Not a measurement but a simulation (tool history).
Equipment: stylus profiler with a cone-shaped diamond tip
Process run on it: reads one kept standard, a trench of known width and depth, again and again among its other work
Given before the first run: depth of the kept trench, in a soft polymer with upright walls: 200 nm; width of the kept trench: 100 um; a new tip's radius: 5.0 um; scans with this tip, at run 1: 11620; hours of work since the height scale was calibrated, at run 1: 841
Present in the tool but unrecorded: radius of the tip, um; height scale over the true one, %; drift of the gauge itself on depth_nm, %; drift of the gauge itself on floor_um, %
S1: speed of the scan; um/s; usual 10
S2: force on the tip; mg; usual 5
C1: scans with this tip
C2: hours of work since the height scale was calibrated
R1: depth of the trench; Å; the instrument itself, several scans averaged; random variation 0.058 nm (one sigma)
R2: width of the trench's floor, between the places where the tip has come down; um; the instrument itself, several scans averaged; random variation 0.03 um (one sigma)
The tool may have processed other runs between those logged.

Run 1, hour 0: usual settings; C1 11620; C2 841. Result: R1 2048.3 Å, R2 96.42 um.
Run 2, hour 41.7: usual settings but S1 2 um/s; C1 11903; C2 862. Result: R1 2048.6 Å, R2 96.43 um.
Run 3, hour 70.1: usual settings; C1 12096; C2 876. Result: R1 2049.2 Å, R2 96.4 um.
Run 4, hour 100.7: usual settings but S1 24 um/s; C1 12304; C2 891. Result: R1 2047.7 Å, R2 96.29 um.
Run 5, hour 145.5: usual settings but S1 24 um/s; C1 12609; C2 913. Result: R1 2048.5 Å, R2 96.32 um.
Run 6, hour 186.8: usual settings but S1 15 um/s; C1 12890; C2 933. Result: R1 2047 Å, R2 96.27 um.
Run 7, hour 235.2: usual settings but S1 15 um/s; C1 13219; C2 957. Result: R1 2048 Å, R2 96.3 um.
Run 8, hour 266.2: usual settings but S2 2.14 mg; C1 13429; C2 972. Result: R1 2023.9 Å, R2 96.27 um.
Run 9, hour 312.6: usual settings but S2 2.14 mg; C1 13744; C2 995. Result: R1 2023.1 Å, R2 96.28 um.
Run 10, hour 359.6: usual settings but S2 2.14 mg; C1 14064; C2 1018. Result: R1 2022 Å, R2 96.2 um.
Run 11, hour 387: usual settings but S2 2.14 mg; C1 14251; C2 1032. Result: R1 2021.4 Å, R2 96.25 um.
Run 12, hour 422.1: usual settings but S2 2.14 mg; C1 14489; C2 1049. Result: R1 2022.5 Å, R2 96.2 um.
Run 13, hour 444.8: usual settings but S2 2.14 mg; C1 14643; C2 1060. Result: R1 2022.4 Å, R2 96.19 um.
At hour 448.4: height scale calibrated on a step standard.
Run 14, hour 483.1: usual settings but S2 2.14 mg; C1 14900; C2 17. Result: R1 2031.1 Å, R2 96.2 um.
Run 15, hour 521.7: usual settings but S1 11 um/s, S2 3.25 mg; C1 15162; C2 36. Result: R1 2040.8 Å, R2 96.18 um.
Run 16, hour 570.9: usual settings but S1 6 um/s, S2 11.88 mg; C1 15496; C2 60. Result: R1 2101.1 Å, R2 96.16 um.
Run 17, hour 604.9: usual settings but S1 6 um/s, S2 11.88 mg; C1 15728; C2 77. Result: R1 2099.1 Å, R2 96.17 um.

Forecast run 18:
Run 18, hour 646.7: usual settings but S1 22 um/s, S2 12.75 mg; C1 16012; C2 98. Result: R1 ?, R2 ?.

{"run 18": {"R1": 2104.6, "R2": 96.12}}
With no hidden state in the tool, this same run would have given R1 2105.6 Å, R2 97.17 um.
